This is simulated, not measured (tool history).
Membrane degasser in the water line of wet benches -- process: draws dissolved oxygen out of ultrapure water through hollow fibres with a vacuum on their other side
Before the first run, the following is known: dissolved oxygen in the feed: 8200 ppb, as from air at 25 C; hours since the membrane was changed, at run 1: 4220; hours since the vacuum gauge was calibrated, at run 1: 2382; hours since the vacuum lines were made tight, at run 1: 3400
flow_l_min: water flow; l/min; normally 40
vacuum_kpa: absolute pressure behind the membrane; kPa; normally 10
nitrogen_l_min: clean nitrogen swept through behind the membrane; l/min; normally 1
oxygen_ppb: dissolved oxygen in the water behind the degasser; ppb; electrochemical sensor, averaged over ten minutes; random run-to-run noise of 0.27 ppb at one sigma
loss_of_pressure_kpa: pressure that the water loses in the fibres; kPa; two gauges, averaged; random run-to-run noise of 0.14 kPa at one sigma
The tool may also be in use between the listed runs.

run,day,flow_l_min,vacuum_kpa,nitrogen_l_min,hours since the membrane was changed,hours since the vacuum gauge was calibrated,hours since the vacuum lines were made tight,oxygen_ppb,loss_of_pressure_kpa
1,0,40,10,1,4220,2382,3400,518.8,49.19
2,6.758,40,10,1,4383,2544,3562,519,49.2
3,14.742,45,10,1,4574,2736,3753,568.1,55.06
4,23.717,55,10,1,4790,2951,3969,660.6,67.23
5,33.6,55,10,1,5027,3188,4206,661,67.56
# day 41.446: vacuum gauge calibrated
6,42.046,55,10,1,5229,14,4408,661,67.23
7,47.45,55,10,1,5359,144,4538,660.7,67.14
8,54.454,55,10,1,5527,312,4706,660.9,66.89
9,64.583,35,10,1,5770,555,4949,467.1,42.68
10,72.004,40,10,1,5948,733,5127,519.3,48.61
11,77.504,40,10,2.51,6080,865,5259,242.4,49.05
12,82.642,40,15.6,1,6203,989,5383,907,48.61
13,86.762,30,10,1,6302,1088,5481,413.2,36.65
14,94.933,57,10,1,6498,1284,5678,677.5,69.31
15,100.171,28,16.8,1.63,6624,1409,5803,501.1,34.1
16,109.512,28,16.8,1.63,6848,1634,6027,501.5,33.95
17,117.017,28,16.8,1.63,7028,1814,6208,500.7,34.16
18,121.721,64,19.9,0.48,7141,1927,6320,2468.7,77.59
19,126.858,64,6.7,0.73,7265,2050,6444,487.8,77.48
20,133.608,40,10,1.03,7427,2212,6606,507.1,48.82
21,140.296,28,8.2,1,7587,2372,6766,290,33.88
22,148.267,35,12.6,0.42,7778,2564,6958,1163.8,42.67
23,157.088,48,7.4,2.95,7990,2775,7169,156.8,57.74
24,165.45,40,10,1.98,8191,2976,7370,298.1,48.15
25,175.192,40,10,1.98,8425,3210,7604,298,48.3
26,181.008,40,10,1.98,8564,3350,7743,297.8,48.08
# day 182.233: vacuum gauge calibrated
27,190.15,29,22.7,1,8783,190,7962,1067.1,34.97

Forecast each of these 3 alternatives for the next run:
A,199.1,29,24.1,0.57,8998,405,8177,?,?
B,199.1,40,7.7,0.71,8998,405,8177,?,?
C,199.1,40,6.1,1.1,8998,405,8177,?,?

run,oxygen_ppb,loss_of_pressure_kpa
A,1690.3,35.09
B,451.5,48.27
C,212.6,47.98
Had the tool no hidden state, the same runs would have come out as:
run,oxygen_ppb,loss_of_pressure_kpa
A,1690.3,35.75
B,451.5,49.19
C,212.6,48.88
